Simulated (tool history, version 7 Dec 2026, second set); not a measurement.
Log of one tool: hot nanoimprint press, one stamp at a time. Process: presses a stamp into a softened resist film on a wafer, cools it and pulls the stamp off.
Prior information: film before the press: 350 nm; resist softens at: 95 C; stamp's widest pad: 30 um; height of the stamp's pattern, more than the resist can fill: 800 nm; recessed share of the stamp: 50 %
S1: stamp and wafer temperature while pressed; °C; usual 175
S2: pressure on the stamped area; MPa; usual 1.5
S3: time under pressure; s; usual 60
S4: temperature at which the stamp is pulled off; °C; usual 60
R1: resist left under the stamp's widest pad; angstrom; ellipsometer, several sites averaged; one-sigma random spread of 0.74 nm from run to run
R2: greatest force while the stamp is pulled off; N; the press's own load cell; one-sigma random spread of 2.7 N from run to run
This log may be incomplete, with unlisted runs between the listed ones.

{"run": 1, "hour": 0.0, "S1": 175, "S2": 1.5, "S3": 60, "S4": 60, "R1": 1689, "R2": 135}
{"run": 2, "hour": 36.3, "S1": 175, "S2": 1.5, "S3": 60, "S4": 60, "R1": 1712, "R2": 139}
{"run": 3, "hour": 76.7, "S1": 175, "S2": 1.5, "S3": 60, "S4": 60, "R1": 1723, "R2": 146}
{"hour": 86.9, "done": "plate thermocouple calibrated"}
{"run": 4, "hour": 126.6, "S1": 175, "S2": 1.5, "S3": 60, "S4": 60, "R1": 1776, "R2": 152}
{"run": 5, "hour": 157.8, "S1": 175, "S2": 1.5, "S3": 60, "S4": 60, "R1": 1773, "R2": 157}
{"run": 6, "hour": 214.1, "S1": 175, "S2": 1.5, "S3": 60, "S4": 60, "R1": 1779, "R2": 167}
{"hour": 267.4, "done": "plate thermocouple calibrated, once more"}
{"run": 7, "hour": 273.1, "S1": 175, "S2": 1.5, "S3": 60, "S4": 60, "R1": 1614, "R2": 169}
{"run": 8, "hour": 303.3, "S1": 175, "S2": 1.07, "S3": 60, "S4": 60, "R1": 1902, "R2": 173}
{"run": 9, "hour": 348.5, "S1": 175, "S2": 1.82, "S3": 60, "S4": 60, "R1": 1470, "R2": 179}
{"run": 10, "hour": 375.1, "S1": 175, "S2": 1.82, "S3": 60, "S4": 60, "R1": 1474, "R2": 176}
{"hour": 389.1, "done": "stamp cleaned and given a new release coat"}
{"run": 11, "hour": 422.9, "S1": 175, "S2": 1.82, "S3": 60, "S4": 60, "R1": 1495, "R2": 128}
{"run": 12, "hour": 446.0, "S1": 175, "S2": 1.82, "S3": 60, "S4": 60, "R1": 1492, "R2": 135}
{"run": 13, "hour": 484.8, "S1": 175, "S2": 1.82, "S3": 60, "S4": 60, "R1": 1502, "R2": 141}
{"run": 14, "hour": 528.5, "S1": 175, "S2": 1.82, "S3": 60, "S4": 60, "R1": 1509, "R2": 146}
{"run": 15, "hour": 570.5, "S1": 175, "S2": 1.82, "S3": 60, "S4": 60, "R1": 1521, "R2": 150}
{"run": 16, "hour": 627.3, "S1": 175, "S2": 1.82, "S3": 60, "S4": 60, "R1": 1529, "R2": 154}
{"run": 17, "hour": 674.1, "S1": 175, "S2": 1.82, "S3": 60, "S4": 60, "R1": 1548, "R2": 163}
{"run": 18, "hour": 701.0, "S1": 175, "S2": 1.5, "S3": 42, "S4": 46, "R1": 1933, "R2": 201}
{"run": 19, "hour": 756.1, "S1": 175, "S2": 1.04, "S3": 101, "S4": 60, "R1": 1723, "R2": 184}
{"hour": 789.9, "done": "press's hydraulic seals changed and the load cell set to zero"}
{"run": 20, "hour": 811.5, "S1": 166, "S2": 1.04, "S3": 60, "S4": 60, "R1": 2537, "R2": 188}
{"hour": 822.7, "done": "stamp cleaned and given a new release coat"}
{"run": 21, "hour": 864.0, "S1": 166, "S2": 1.04, "S3": 60, "S4": 60, "R1": 2557, "R2": 136}
{"run": 22, "hour": 899.5, "S1": 166, "S2": 1.04, "S3": 60, "S4": 60, "R1": 2541, "R2": 140}
{"hour": 907.6, "done": "plate thermocouple calibrated"}
{"run": 23, "hour": 956.2, "S1": 166, "S2": 1.12, "S3": 51, "S4": 56, "R1": 2491, "R2": 145}
{"run": 24, "hour": 994.4, "S1": 166, "S2": 1.12, "S3": 51, "S4": 56, "R1": 2474, "R2": 158}
{"run": 25, "hour": 1034.7, "S1": 164, "S2": 1.5, "S3": 103, "S4": 60, "R1": 1933, "R2": 153}
{"run": 26, "hour": 1059.1, "S1": 164, "S2": 1.5, "S3": 103, "S4": 60, "R1": 1942, "R2": 158}
{"run": 27, "hour": 1112.3, "S1": 164, "S2": 1.5, "S3": 103, "S4": 50, "R1": 1956, "R2": 188}
{"run": 28, "hour": 1168.9, "S1": 164, "S2": 2.37, "S3": 31, "S4": 50, "R1": 2293, "R2": 194}
{"run": 29, "hour": 1195.4, "S1": 175, "S2": 1.4, "S3": 109, "S4": 54, "R1": 1405, "R2": 190}

Each row is a separate what-if for the run after 29, all from the same tool condition, not one after another. Results?
{"run": "A", "hour": 1227.6, "S1": 175, "S2": 1.5, "S3": 60, "S4": 57, "R1": "?", "R2": "?"}
{"run": "B", "hour": 1227.6, "S1": 175, "S2": 1.09, "S3": 60, "S4": 58, "R1": "?", "R2": "?"}
{"run": "C", "hour": 1227.6, "S1": 175, "S2": 1.5, "S3": 60, "S4": 50, "R1": "?", "R2": "?"}
{"run": "D", "hour": 1227.6, "S1": 175, "S2": 1.26, "S3": 109, "S4": 54, "R1": "?", "R2": "?"}
{"run": "E", "hour": 1227.6, "S1": 184, "S2": 2.23, "S3": 60, "S4": 46, "R1": "?", "R2": "?"}

run=A R1=1674 R2=199
run=B R1=1978 R2=191
run=C R1=1689 R2=206
run=D R1=1498 R2=198
run=E R1=1039 R2=218
With no hidden state in the tool, these same runs would have given:
run=A R1=1592 R2=135
run=B R1=1894 R2=129
run=C R1=1606 R2=139
run=D R1=1423 R2=134
run=E R1=981 R2=148
